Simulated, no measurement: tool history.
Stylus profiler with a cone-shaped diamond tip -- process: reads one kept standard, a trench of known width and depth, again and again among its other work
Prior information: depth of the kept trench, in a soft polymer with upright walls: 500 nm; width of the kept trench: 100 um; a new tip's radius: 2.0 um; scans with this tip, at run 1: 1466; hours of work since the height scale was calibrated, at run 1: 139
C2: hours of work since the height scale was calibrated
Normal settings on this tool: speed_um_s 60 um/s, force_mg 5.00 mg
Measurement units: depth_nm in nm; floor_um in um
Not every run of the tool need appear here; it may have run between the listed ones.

{"run": 1, "hour": 0.0, "speed_um_s": 60, "force_mg": 5.0, "scans with this tip": 1466, "C2": 139, "depth_nm": 511.39, "floor_um": 97.15}
{"run": 2, "hour": 24.6, "speed_um_s": 60, "force_mg": 5.0, "scans with this tip": 1673, "C2": 158, "depth_nm": 511.28, "floor_um": 97.1}
{"run": 3, "hour": 37.5, "speed_um_s": 60, "force_mg": 5.0, "scans with this tip": 1782, "C2": 169, "depth_nm": 511.24, "floor_um": 97.03}
{"run": 4, "hour": 57.8, "speed_um_s": 60, "force_mg": 5.0, "scans with this tip": 1952, "C2": 185, "depth_nm": 511.33, "floor_um": 97.07}
{"run": 5, "hour": 69.1, "speed_um_s": 60, "force_mg": 7.05, "scans with this tip": 2048, "C2": 194, "depth_nm": 514.21, "floor_um": 97.03}
{"run": 6, "hour": 85.4, "speed_um_s": 60, "force_mg": 5.0, "scans with this tip": 2184, "C2": 207, "depth_nm": 511.37, "floor_um": 97.0}
{"run": 7, "hour": 106.5, "speed_um_s": 60, "force_mg": 2.21, "scans with this tip": 2362, "C2": 223, "depth_nm": 506.61, "floor_um": 96.93}
{"run": 8, "hour": 124.0, "speed_um_s": 60, "force_mg": 5.0, "scans with this tip": 2510, "C2": 237, "depth_nm": 511.5, "floor_um": 97.01}
{"run": 9, "hour": 148.9, "speed_um_s": 23, "force_mg": 5.0, "scans with this tip": 2719, "C2": 257, "depth_nm": 511.24, "floor_um": 97.05}
{"run": 10, "hour": 164.8, "speed_um_s": 60, "force_mg": 5.0, "scans with this tip": 2853, "C2": 270, "depth_nm": 511.48, "floor_um": 96.97}
{"run": 11, "hour": 183.3, "speed_um_s": 42, "force_mg": 5.0, "scans with this tip": 3008, "C2": 285, "depth_nm": 511.3, "floor_um": 96.92}
{"run": 12, "hour": 201.0, "speed_um_s": 195, "force_mg": 1.86, "scans with this tip": 3158, "C2": 299, "depth_nm": 506.17, "floor_um": 96.49}
{"run": 13, "hour": 213.2, "speed_um_s": 195, "force_mg": 1.86, "scans with this tip": 3260, "C2": 308, "depth_nm": 505.7, "floor_um": 96.44}
{"run": 14, "hour": 234.9, "speed_um_s": 74, "force_mg": 5.0, "scans with this tip": 3442, "C2": 326, "depth_nm": 511.41, "floor_um": 96.81}
{"run": 15, "hour": 245.7, "speed_um_s": 36, "force_mg": 2.25, "scans with this tip": 3534, "C2": 334, "depth_nm": 506.7, "floor_um": 96.86}
{"run": 16, "hour": 265.9, "speed_um_s": 30, "force_mg": 3.5, "scans with this tip": 3704, "C2": 350, "depth_nm": 509.24, "floor_um": 96.89}
{"run": 17, "hour": 285.2, "speed_um_s": 198, "force_mg": 1.77, "scans with this tip": 3866, "C2": 366, "depth_nm": 505.9, "floor_um": 96.38}
{"run": 18, "hour": 303.7, "speed_um_s": 15, "force_mg": 5.0, "scans with this tip": 4021, "C2": 380, "depth_nm": 511.55, "floor_um": 96.87}
{"run": 19, "hour": 323.5, "speed_um_s": 15, "force_mg": 5.0, "scans with this tip": 4188, "C2": 396, "depth_nm": 511.51, "floor_um": 96.83}
{"run": 20, "hour": 340.5, "speed_um_s": 20, "force_mg": 5.0, "scans with this tip": 4331, "C2": 410, "depth_nm": 511.6, "floor_um": 96.83}
{"run": 21, "hour": 357.9, "speed_um_s": 24, "force_mg": 8.03, "scans with this tip": 4477, "C2": 424, "depth_nm": 515.82, "floor_um": 96.82}
{"run": 22, "hour": 381.3, "speed_um_s": 63, "force_mg": 2.58, "scans with this tip": 4674, "C2": 442, "depth_nm": 507.39, "floor_um": 96.68}

5 ways to go on from here, each from the tool as it stands after run 22. What would each give?
{"run": "A", "hour": 394.4, "speed_um_s": 63, "force_mg": 11.02, "scans with this tip": 4785, "C2": 453, "depth_nm": "?", "floor_um": "?"}
{"run": "B", "hour": 394.4, "speed_um_s": 77, "force_mg": 1.88, "scans with this tip": 4785, "C2": 453, "depth_nm": "?", "floor_um": "?"}
{"run": "C", "hour": 394.4, "speed_um_s": 70, "force_mg": 4.47, "scans with this tip": 4785, "C2": 453, "depth_nm": "?", "floor_um": "?"}
{"run": "D", "hour": 394.4, "speed_um_s": 58, "force_mg": 2.13, "scans with this tip": 4785, "C2": 453, "depth_nm": "?", "floor_um": "?"}
{"run": "E", "hour": 394.4, "speed_um_s": 160, "force_mg": 2.24, "scans with this tip": 4785, "C2": 453, "depth_nm": "?", "floor_um": "?"}

run=A depth_nm=519.17 floor_um=96.77
run=B depth_nm=506.24 floor_um=96.62
run=C depth_nm=510.94 floor_um=96.75
run=D depth_nm=506.69 floor_um=96.72
run=E depth_nm=507.05 floor_um=96.45
What these runs would have given with no unlogged condition in the tool:
run=A depth_nm=518.79 floor_um=97.29
run=B depth_nm=505.88 floor_um=97.14
run=C depth_nm=510.57 floor_um=97.27
run=D depth_nm=506.32 floor_um=97.24
run=E depth_nm=506.68 floor_um=96.97
